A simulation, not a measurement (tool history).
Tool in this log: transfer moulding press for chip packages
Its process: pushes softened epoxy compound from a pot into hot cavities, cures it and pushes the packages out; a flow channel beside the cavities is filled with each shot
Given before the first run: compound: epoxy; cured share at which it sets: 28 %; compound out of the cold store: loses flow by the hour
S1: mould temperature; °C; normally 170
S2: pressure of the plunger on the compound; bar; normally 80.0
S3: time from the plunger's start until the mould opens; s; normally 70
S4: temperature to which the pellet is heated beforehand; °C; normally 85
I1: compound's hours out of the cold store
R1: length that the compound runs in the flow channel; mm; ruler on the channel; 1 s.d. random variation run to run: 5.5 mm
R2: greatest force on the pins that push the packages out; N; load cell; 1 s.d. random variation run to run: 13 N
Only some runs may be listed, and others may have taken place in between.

run 1 hour=0.0 | S1=170 S2=80.0 S3=70 S4=85 | I1=34.1 | R1=540 R2=921
-- hour=2.3 cavities cleaned with cleaning compound and waxed
run 2 hour=13.7 | S1=170 S2=80.0 S3=70 S4=85 | I1=42.7 | R1=537 R2=690
run 3 hour=23.6 | S1=170 S2=80.0 S3=70 S4=85 | I1=12.7 | R1=575 R2=772
run 4 hour=35.4 | S1=170 S2=80.0 S3=91 S4=85 | I1=47.1 | R1=530 R2=637
run 5 hour=46.2 | S1=170 S2=80.0 S3=91 S4=85 | I1=21.9 | R1=564 R2=656
-- hour=55.9 cavities cleaned with cleaning compound and waxed
run 6 hour=61.1 | S1=170 S2=80.0 S3=70 S4=85 | I1=16.9 | R1=567 R2=650
run 7 hour=76.2 | S1=170 S2=80.0 S3=70 S4=85 | I1=41.3 | R1=534 R2=726
run 8 hour=85.7 | S1=170 S2=80.0 S3=70 S4=85 | I1=39.4 | R1=535 R2=814
run 9 hour=94.4 | S1=170 S2=80.0 S3=70 S4=85 | I1=12.2 | R1=580 R2=888
run 10 hour=104.6 | S1=170 S2=80.0 S3=70 S4=85 | I1=44.5 | R1=528 R2=933
-- hour=108.0 mould's thermocouples calibrated
-- hour=111.6 cavities cleaned with cleaning compound and waxed
run 11 hour=115.9 | S1=170 S2=80.0 S3=70 S4=85 | I1=34.5 | R1=535 R2=637
run 12 hour=127.7 | S1=170 S2=80.9 S3=70 S4=85 | I1=11.4 | R1=560 R2=761
run 13 hour=143.2 | S1=170 S2=80.9 S3=70 S4=85 | I1=22.1 | R1=556 R2=843
run 14 hour=158.7 | S1=170 S2=80.0 S3=70 S4=85 | I1=32.5 | R1=529 R2=904
-- hour=165.0 cavities cleaned with cleaning compound and waxed
run 15 hour=171.3 | S1=170 S2=80.0 S3=75 S4=76 | I1=21.3 | R1=547 R2=600
run 16 hour=178.8 | S1=166 S2=80.0 S3=68 S4=85 | I1=42.3 | R1=525 R2=960
-- hour=184.3 mould's thermocouples calibrated, once more
run 17 hour=193.6 | S1=166 S2=80.0 S3=68 S4=85 | I1=23.0 | R1=549 R2=1182
run 18 hour=201.1 | S1=170 S2=87.3 S3=106 S4=89 | I1=29.7 | R1=561 R2=592
run 19 hour=214.0 | S1=166 S2=84.3 S3=106 S4=78 | I1=41.1 | R1=534 R2=663
-- hour=220.5 cavities cleaned with cleaning compound and waxed
run 20 hour=230.6 | S1=170 S2=80.0 S3=83 S4=85 | I1=22.4 | R1=555 R2=532
run 21 hour=237.8 | S1=170 S2=80.0 S3=83 S4=85 | I1=35.4 | R1=534 R2=550
run 22 hour=249.3 | S1=170 S2=66.3 S3=93 S4=76 | I1=32.7 | R1=485 R2=585
run 23 hour=265.4 | S1=178 S2=92.3 S3=70 S4=85 | I1=40.9 | R1=537 R2=664
-- hour=274.1 cavities cleaned with cleaning compound and waxed
run 24 hour=277.0 | S1=178 S2=92.3 S3=70 S4=85 | I1=38.3 | R1=547 R2=467
run 25 hour=291.8 | S1=170 S2=87.4 S3=70 S4=85 | I1=36.1 | R1=532 R2=757
run 26 hour=302.8 | S1=177 S2=64.1 S3=92 S4=83 | I1=37.4 | R1=458 R2=576
run 27 hour=312.1 | S1=173 S2=99.8 S3=50 S4=94 | I1=45.5 | R1=562 R2=1669

Alternative continuations, all from the tool just after run 27; predict every row:
run A hour=323.3 | S1=163 S2=99.8 S3=91 S4=95 | I1=30.1 | R1=? R2=?
run B hour=323.3 | S1=177 S2=80.0 S3=70 S4=82 | I1=30.1 | R1=? R2=?
run C hour=323.3 | S1=173 S2=99.8 S3=80 S4=80 | I1=35.0 | R1=? R2=?
run D hour=323.3 | S1=173 S2=99.8 S3=72 S4=78 | I1=28.4 | R1=? R2=?

run=A R1=589 R2=766
run=B R1=517 R2=704
run=C R1=569 R2=704
run=D R1=575 R2=740
What these runs would have given with no unlogged condition in the tool:
run=A R1=654 R2=504
run=B R1=574 R2=459
run=C R1=632 R2=461
run=D R1=640 R2=484

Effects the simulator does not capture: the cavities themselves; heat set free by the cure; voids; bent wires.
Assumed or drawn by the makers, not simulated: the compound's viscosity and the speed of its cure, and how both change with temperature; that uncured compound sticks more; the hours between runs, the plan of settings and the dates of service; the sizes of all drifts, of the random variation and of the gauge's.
